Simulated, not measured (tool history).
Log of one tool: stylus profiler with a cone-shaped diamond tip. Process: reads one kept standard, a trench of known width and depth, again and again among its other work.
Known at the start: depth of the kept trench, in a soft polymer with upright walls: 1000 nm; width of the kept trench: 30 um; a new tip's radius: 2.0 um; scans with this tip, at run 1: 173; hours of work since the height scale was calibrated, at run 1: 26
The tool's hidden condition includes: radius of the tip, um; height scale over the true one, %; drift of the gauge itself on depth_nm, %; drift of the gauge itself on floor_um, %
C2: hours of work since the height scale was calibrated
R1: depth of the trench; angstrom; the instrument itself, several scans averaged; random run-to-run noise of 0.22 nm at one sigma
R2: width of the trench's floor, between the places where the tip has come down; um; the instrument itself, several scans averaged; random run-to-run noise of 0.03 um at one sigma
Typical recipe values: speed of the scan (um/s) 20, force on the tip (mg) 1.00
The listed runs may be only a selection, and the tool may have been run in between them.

Run 1, hour 0.0: usual settings; scans with this tip 173; C2 26. Result: R1 10040.6 angstrom, R2 26.35 um.
Run 2, hour 12.1: usual settings; scans with this tip 232; C2 34. Result: R1 10039.9 angstrom, R2 26.29 um.
Run 3, hour 23.7: usual settings; scans with this tip 287; C2 43. Result: R1 10045.3 angstrom, R2 26.32 um.
Run 4, hour 31.6: usual settings; scans with this tip 326; C2 49. Result: R1 10042.5 angstrom, R2 26.35 um.
Run 5, hour 47.2: usual settings but force on the tip (mg) 0.77; scans with this tip 401; C2 60. Result: R1 10035.7 angstrom, R2 26.31 um.
Run 6, hour 59.9: usual settings but force on the tip (mg) 0.77; scans with this tip 463; C2 69. Result: R1 10035.7 angstrom, R2 26.33 um.
Run 7, hour 68.3: usual settings but force on the tip (mg) 0.77; scans with this tip 503; C2 75. Result: R1 10035.8 angstrom, R2 26.28 um.
Run 8, hour 80.0: usual settings but force on the tip (mg) 0.77; scans with this tip 560; C2 83. Result: R1 10036.1 angstrom, R2 26.25 um.
Run 9, hour 95.2: usual settings but speed of the scan (um/s) 6; scans with this tip 633; C2 94. Result: R1 10042.6 angstrom, R2 26.51 um.
Run 10, hour 104.7: usual settings but speed of the scan (um/s) 6; scans with this tip 680; C2 101. Result: R1 10039.1 angstrom, R2 26.49 um.
Run 11, hour 118.8: usual settings but speed of the scan (um/s) 6; scans with this tip 748; C2 111. Result: R1 10044.5 angstrom, R2 26.48 um.
Run 12, hour 126.4: usual settings; scans with this tip 785; C2 117. Result: R1 10045.0 angstrom, R2 26.35 um.
Run 13, hour 143.5: usual settings; scans with this tip 867; C2 129. Result: R1 10037.3 angstrom, R2 26.32 um.
Run 14, hour 157.9: usual settings; scans with this tip 937; C2 140. Result: R1 10042.9 angstrom, R2 26.32 um.
Run 15, hour 164.9: usual settings; scans with this tip 971; C2 145. Result: R1 10043.8 angstrom, R2 26.35 um.
Run 16, hour 178.6: usual settings but speed of the scan (um/s) 18, force on the tip (mg) 0.52; scans with this tip 1037; C2 155. Result: R1 10026.4 angstrom, R2 26.30 um.
Run 17, hour 195.3: usual settings but speed of the scan (um/s) 51, force on the tip (mg) 1.58; scans with this tip 1118; C2 167. Result: R1 10057.0 angstrom, R2 26.08 um.
Run 18, hour 207.7: usual settings but speed of the scan (um/s) 61, force on the tip (mg) 2.47; scans with this tip 1178; C2 175. Result: R1 10080.9 angstrom, R2 26.18 um.
Run 19, hour 222.8: usual settings but speed of the scan (um/s) 61, force on the tip (mg) 2.47; scans with this tip 1251; C2 186. Result: R1 10077.7 angstrom, R2 26.14 um.
Run 20, hour 236.3: usual settings but speed of the scan (um/s) 15, force on the tip (mg) 1.52; scans with this tip 1316; C2 196. Result: R1 10059.1 angstrom, R2 26.34 um.
Run 21, hour 252.7: usual settings but speed of the scan (um/s) 15, force on the tip (mg) 1.52; scans with this tip 1395; C2 208. Result: R1 10057.7 angstrom, R2 26.41 um.
Run 22, hour 264.6: usual settings but speed of the scan (um/s) 70, force on the tip (mg) 0.91; scans with this tip 1453; C2 216. Result: R1 10038.9 angstrom, R2 25.75 um.
Run 23, hour 275.6: usual settings but speed of the scan (um/s) 70, force on the tip (mg) 0.91; scans with this tip 1507; C2 224. Result: R1 10039.0 angstrom, R2 25.79 um.
Run 24, hour 282.7: usual settings but speed of the scan (um/s) 37, force on the tip (mg) 0.91; scans with this tip 1541; C2 230. Result: R1 10036.1 angstrom, R2 26.08 um.
Run 25, hour 290.3: usual settings but speed of the scan (um/s) 43, force on the tip (mg) 0.47; scans with this tip 1578; C2 235. Result: R1 10027.4 angstrom, R2 25.84 um.
Run 26, hour 305.3: usual settings but speed of the scan (um/s) 11, force on the tip (mg) 1.80; scans with this tip 1650; C2 246. Result: R1 10064.0 angstrom, R2 26.49 um.
Run 27, hour 319.1: usual settings but speed of the scan (um/s) 8, force on the tip (mg) 0.48; scans with this tip 1717; C2 256. Result: R1 10025.7 angstrom, R2 26.41 um.
Run 28, hour 329.2: usual settings but speed of the scan (um/s) 59, force on the tip (mg) 2.17; scans with this tip 1766; C2 263. Result: R1 10070.4 angstrom, R2 26.12 um.
Run 29, hour 344.3: usual settings but speed of the scan (um/s) 59, force on the tip (mg) 2.17; scans with this tip 1839; C2 274. Result: R1 10073.7 angstrom, R2 26.10 um.

Predict each of these 3 candidate next runs independently; none follows another, all start after run 29:
Run A, hour 355.2: usual settings but speed of the scan (um/s) 39; scans with this tip 1892; C2 282. Result: R1 ?, R2 ?.
Run B, hour 355.2: usual settings but speed of the scan (um/s) 53, force on the tip (mg) 0.76; scans with this tip 1892; C2 282. Result: R1 ?, R2 ?.
Run C, hour 355.2: usual settings but speed of the scan (um/s) 7, force on the tip (mg) 1.22; scans with this tip 1892; C2 282. Result: R1 ?, R2 ?.

run       R1     R2
  A  10041.0  26.15
  B  10038.7  25.97
  C  10051.1  26.49
Stripped of hidden state, with their random variation kept, the same runs would have yielded:
run       R1     R2
  A  10040.9  26.15
  B  10038.6  25.97
  C  10051.0  26.49
